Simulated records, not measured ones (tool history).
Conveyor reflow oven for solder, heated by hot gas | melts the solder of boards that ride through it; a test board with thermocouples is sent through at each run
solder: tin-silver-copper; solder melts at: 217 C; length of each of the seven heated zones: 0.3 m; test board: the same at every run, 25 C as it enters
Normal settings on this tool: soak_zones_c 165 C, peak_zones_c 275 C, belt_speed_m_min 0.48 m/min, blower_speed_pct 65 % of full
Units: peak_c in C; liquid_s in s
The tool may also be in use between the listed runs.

| run | hour | soak_zones_c | peak_zones_c | belt_speed_m_min | blower_speed_pct | peak_c | liquid_s |
|---|---|---|---|---|---|---|---|
| 1 | 0 | 165 | 275 | 0.48 | 65 | 259.4 | 57.6 |
| 2 | 31 | 165 | 275 | 0.48 | 65 | 258.3 | 57.1 |
| 3 | 57.8 | 165 | 279 | 0.48 | 65 | 262.2 | 58.5 |
| 4 | 85.6 | 165 | 279 | 0.48 | 65 | 262.7 | 60.1 |
| 5 | 118.7 | 153 | 279 | 0.48 | 65 | 260 | 54.8 |
| 6 | 136.5 | 165 | 275 | 0.45 | 65 | 260.2 | 63.4 |
| 7 | 164.1 | 165 | 275 | 0.385 | 65 | 266.9 | 78.7 |
| 8 | 194.5 | 165 | 275 | 0.385 | 65 | 265.4 | 79 |
| 9 | 217 | 165 | 275 | 0.385 | 65 | 266.1 | 78.4 |
| 10 | 243.6 | 165 | 275 | 0.385 | 65 | 266.4 | 79.1 |
| 11 | 275.7 | 165 | 275 | 0.48 | 65 | 259 | 56.7 |
|  | 312.9 | flux residue cleaned out of gas plates and filters |
| 12 | 313.8 | 165 | 266 | 0.528 | 82 | 251.4 | 49.1 |
| 13 | 336.4 | 171 | 265 | 0.472 | 62 | 252.1 | 56.4 |
| 14 | 364.2 | 171 | 265 | 0.472 | 62 | 251.3 | 56.5 |
| 15 | 384.5 | 163 | 272 | 0.515 | 65 | 253.6 | 49.1 |
| 16 | 411.8 | 163 | 272 | 0.515 | 65 | 253 | 49.4 |
| 17 | 439.3 | 158 | 274 | 0.409 | 77 | 265.1 | 71.4 |
| 18 | 464.8 | 180 | 269 | 0.409 | 77 | 263.8 | 77.7 |
|  | 477.9 | thermocouples of zones 6 and 7 changed |
| 19 | 485.9 | 165 | 275 | 0.382 | 88 | 267 | 80.5 |
| 20 | 514.6 | 165 | 275 | 0.382 | 88 | 266.4 | 79.3 |
| 21 | 533.9 | 167 | 286 | 0.382 | 88 | 278.8 | 85.1 |
| 22 | 559.7 | 165 | 277 | 0.563 | 65 | 252.1 | 44.4 |

What if the next run were any one of these 3? Each begins from the tool's condition after run 22:
| A | 580 | 165 | 277 | 0.383 | 65 | ? | ? |
| B | 580 | 165 | 275 | 0.522 | 58 | ? | ? |
| C | 580 | 165 | 264 | 0.552 | 65 | ? | ? |

| run | peak_c | liquid_s |
|---|---|---|
| A | 265.6 | 77.7 |
| B | 251 | 46.7 |
| C | 241.7 | 37.7 |
With no hidden state in the tool, these same runs would have given:
| run | peak_c | liquid_s |
|---|---|---|
| A | 265.5 | 76.5 |
| B | 250.9 | 46 |
| C | 241.7 | 37.2 |
